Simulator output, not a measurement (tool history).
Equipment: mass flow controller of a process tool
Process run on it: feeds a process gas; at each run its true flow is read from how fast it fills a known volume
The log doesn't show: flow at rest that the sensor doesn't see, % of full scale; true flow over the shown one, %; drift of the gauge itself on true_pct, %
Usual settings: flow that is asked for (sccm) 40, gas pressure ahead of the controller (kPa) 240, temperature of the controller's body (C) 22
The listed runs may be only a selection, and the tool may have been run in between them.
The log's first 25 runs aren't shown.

run	hour	flow that is asked for (sccm)	gas pressure ahead of the controller (kPa)	temperature of the controller's body (C)	hours of work since the controller was set to zero	hours of work since the controller was changed	true flow (%)
26	6573.4	20	165	33	6075	6075	96.36
27	6941.2	20	165	33	6218	6218	96.3
28	7272.1	20	244	22	6347	6347	97.53
29	7434	20	198	22	6410	6410	97.43
30	7654.4	20	198	22	6496	6496	97.55
31	7823.9	38	228	21	6562	6562	98.56
32	8175.9	38	228	21	6699	6699	98.67
33	8377	38	228	21	6777	6777	98.56

Branching from run 33: 4 alternative next runs. What would each branch give?
A	8561.1	40	240	27	6849	6849	?
B	8561.1	38	142	25	6849	6849	?
C	8561.1	5	228	31	6849	6849	?
D	8561.1	38	228	27	6849	6849	?

run	true flow (%)
A	98.12
B	97.92
C	92.11
D	97.9
With the hidden condition removed and each run's random variation left untouched, the same runs would have given:
run	true flow (%)
A	99.73
B	99.56
C	98.49
D	99.55
